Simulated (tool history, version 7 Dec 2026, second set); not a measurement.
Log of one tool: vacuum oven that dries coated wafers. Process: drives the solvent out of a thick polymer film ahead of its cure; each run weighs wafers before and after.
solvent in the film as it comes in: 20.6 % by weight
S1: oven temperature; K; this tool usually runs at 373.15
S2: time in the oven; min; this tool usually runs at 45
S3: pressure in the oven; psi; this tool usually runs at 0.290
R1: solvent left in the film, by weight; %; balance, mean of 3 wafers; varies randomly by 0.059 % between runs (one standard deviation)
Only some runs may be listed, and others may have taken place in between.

run     day      S1  S2     S3    R1
  1   0.000  373.15  45  0.290  3.08
  2   0.688  373.15  45  0.290  3.18
  3   1.121  373.15  45  1.131  8.04
  4   1.896  373.15  45  1.131  8.07
  5   2.562  373.15  45  1.131  8.05
  6   3.075  373.15  45  1.131  7.75
  7   3.483  373.15  45  1.131  7.95
  8   4.029  373.15  30  0.290  4.80
  9   4.575  373.15  30  0.290  4.83
      4.712  -- vacuum gauge cleaned of residue and calibrated
 10   5.167  373.15  30  0.290  4.86
 11   5.588  373.15  45  0.290  3.18
 12   6.138  373.15  45  0.395  3.67
 13   6.962  373.15  45  0.927  6.92
 14   7.588  370.15  58  0.220  2.54
      8.004  -- vacuum gauge cleaned of residue and calibrated, once more
 15   8.358  370.15  58  0.220  2.53
 16   9.012  384.15  46  0.290  1.47
 17   9.596  381.15  31  0.290  2.85
 18   9.958  362.15  72  0.541  6.07
 19  10.738  362.15  72  0.541  6.16
 20  11.479  370.15  73  0.247  2.20
 21  11.904  370.15  73  0.247  2.15
 22  12.500  373.15  45  0.406  3.74
 23  13.242  367.15  45  0.290  4.50
 24  13.721  367.15  45  0.290  4.56
 25  14.354  367.15  80  1.134  9.19
 26  14.896  381.15  27  0.877  5.77

4 ways to go on from here, each from the tool as it stands after run 26. What would each give?
  A  15.333  381.15  69  0.247   ?
  B  15.333  378.15  28  0.184   ?
  C  15.333  382.15  65  0.479   ?
  D  15.333  359.15  27  0.877   ?

run     R1
  A   1.31
  B   3.32
  C   2.23
  D  13.46
Had the tool no hidden state, the same runs would have come out as:
run     R1
  A   1.30
  B   3.34
  C   2.23
  D  13.49

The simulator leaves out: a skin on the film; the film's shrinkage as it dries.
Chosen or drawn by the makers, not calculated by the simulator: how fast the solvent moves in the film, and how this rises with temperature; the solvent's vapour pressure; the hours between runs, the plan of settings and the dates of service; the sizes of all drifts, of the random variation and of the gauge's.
